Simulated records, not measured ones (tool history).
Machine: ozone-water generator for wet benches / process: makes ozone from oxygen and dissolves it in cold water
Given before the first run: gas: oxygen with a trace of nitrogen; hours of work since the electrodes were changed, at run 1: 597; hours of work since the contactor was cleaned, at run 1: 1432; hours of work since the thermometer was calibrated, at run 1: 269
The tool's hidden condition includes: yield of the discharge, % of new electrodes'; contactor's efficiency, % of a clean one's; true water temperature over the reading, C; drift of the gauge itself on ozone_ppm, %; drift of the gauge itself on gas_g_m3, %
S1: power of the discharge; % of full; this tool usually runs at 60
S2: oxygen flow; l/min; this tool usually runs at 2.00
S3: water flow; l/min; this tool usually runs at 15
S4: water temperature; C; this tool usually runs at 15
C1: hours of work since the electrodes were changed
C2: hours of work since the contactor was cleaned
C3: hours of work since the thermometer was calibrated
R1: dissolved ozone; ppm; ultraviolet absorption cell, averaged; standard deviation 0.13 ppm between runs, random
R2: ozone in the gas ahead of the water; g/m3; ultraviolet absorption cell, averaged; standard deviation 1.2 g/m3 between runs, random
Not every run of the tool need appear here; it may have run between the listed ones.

run     day  S1    S2  S3  S4    C1    C2    C3    R1     R2
  1   0.000  60  2.00  15  15   597  1432   269  13.5  228.9
  2   1.283  60  2.00  15  15   622  1456   293  13.5  229.2
  3   2.871  60  2.00  15  15   652  1486   323  13.5  230.6
  4   4.117  60  2.00  15  15   675  1510   347  13.6  229.1
  5   5.304  60  2.00  15  15   698  1532   369  13.4  229.4
  6   7.446  60  2.00  15  15   739  1573   410  13.5  228.7
  7   9.233  60  2.00  15  15   772  1607   444  13.8  227.8
  8  11.575  60  2.00  15  15   817  1651   488  13.4  230.0
  9  13.842  74  2.00  15  15   860  1694   531  15.6  266.8
 10  15.683  74  2.00  15  15   895  1729   566  15.8  265.3
 11  16.925  60  2.00  12  15   918  1753   590  17.0  227.4
 12  18.962  60  2.00  12  15   957  1792   629  16.9  228.2
 13  20.996  60  2.00  12  15   996  1830   667  16.7  230.9
 14  23.067  52  2.21   9  12  1035  1869   706  21.2  197.7
 15  25.254  64  2.21  12  14  1076  1911   748  18.2  231.2
 16  27.225  64  2.21  12  14  1114  1948   785  18.8  232.0
 17  29.021  64  2.21  12  14  1148  1982   819  18.4  232.6
 18  30.917  91  1.09  11   9  1184  2018   855  21.3  387.4
 19  33.042  91  1.09  11   9  1224  2059   896  20.9  391.7
 20  34.192  60  1.05  19  15  1246  2080   917   8.0  294.2
 21  35.421  43  2.18  11  13  1269  2104   941  15.1  172.7
 22  37.338  43  2.18  11  13  1306  2140   977  15.1  175.0
 23  39.312  71  2.18  16  13  1343  2178  1015  14.8  250.6
 24  40.433  71  2.18  16  13  1364  2199  1036  15.1  249.8
 25  41.792  71  2.18  16  13  1390  2225  1062  15.1  252.0
 26  43.579  60  2.12   9  18  1424  2259  1095  21.4  222.9

Branching from run 26: 3 alternative next runs. What would each branch give?
  A  45.942  52  2.76  14  18  1469  2303  1140   ?   ?
  B  45.942  60  2.00  15  14  1469  2303  1140   ?   ?
  C  45.942  66  2.12   9  10  1469  2303  1140   ?   ?

run    R1     R2
  A  13.9  180.7
  B  13.6  228.6
  C  24.9  239.4
The same runs, with their run-to-run variation unchanged, on a tool lacking any hidden condition would have given:
run    R1     R2
  A  13.9  180.8
  B  13.7  228.8
  C  24.9  239.6

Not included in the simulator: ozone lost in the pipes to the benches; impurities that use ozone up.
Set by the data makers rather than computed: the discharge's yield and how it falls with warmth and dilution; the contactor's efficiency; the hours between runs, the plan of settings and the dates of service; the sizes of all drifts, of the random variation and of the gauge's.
